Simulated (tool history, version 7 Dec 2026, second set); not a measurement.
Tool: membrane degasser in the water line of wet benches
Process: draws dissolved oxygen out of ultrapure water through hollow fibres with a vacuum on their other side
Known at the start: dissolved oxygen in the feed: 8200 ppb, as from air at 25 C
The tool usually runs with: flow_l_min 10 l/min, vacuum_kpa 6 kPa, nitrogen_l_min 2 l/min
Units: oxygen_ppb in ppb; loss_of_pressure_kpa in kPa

run,hour,flow_l_min,vacuum_kpa,nitrogen_l_min,oxygen_ppb,loss_of_pressure_kpa
1,0,10,6,2,65.7,69.66
2,51,10,6,2,67.9,70.2
3,106.5,10,6,2.46,61.4,69.86
# hour 134.3: seals of the vacuum lines changed
4,136.6,8,6,2,42.1,56.08
5,179.7,8,6,2,42.1,55.58
6,232.5,8,6,2,42.5,55.89
7,268.6,10,6,2,68.5,70.15
8,305.9,10,6,2,65.9,69.97
9,348.4,10,6,2,65.9,70.06
10,372.9,14,5.39,2,131,98.18
11,423.6,7,7.06,1.63,49,49.34
12,464.6,8,6.81,1.27,68.8,56.15
13,519.5,8,6.81,1.27,69.1,56.37
14,556.4,7,6.81,2.11,37.8,49.41
15,606.7,10,10.81,2,125.5,69.89
16,654.3,10,10.81,2,120.7,69.97

Predict each of these 5 candidate next runs independently; none follows another, all start after run 16:
A,699.5,10,10.81,5.04,?,?
B,699.5,10,4.12,2.87,?,?
C,699.5,14,3.78,2.97,?,?
D,699.5,16,10.81,2,?,?
E,699.5,7,10.81,2,?,?

run,oxygen_ppb,loss_of_pressure_kpa
A,68.5,71.27
B,41.2,70.51
C,99.1,98.77
D,270.4,112.36
E,73.2,49.46
Without the tool's unlogged condition, the same runs would have read:
run,oxygen_ppb,loss_of_pressure_kpa
A,68.5,70.53
B,41.1,69.78
C,99,97.75
D,270.3,111.2
E,73.1,48.95
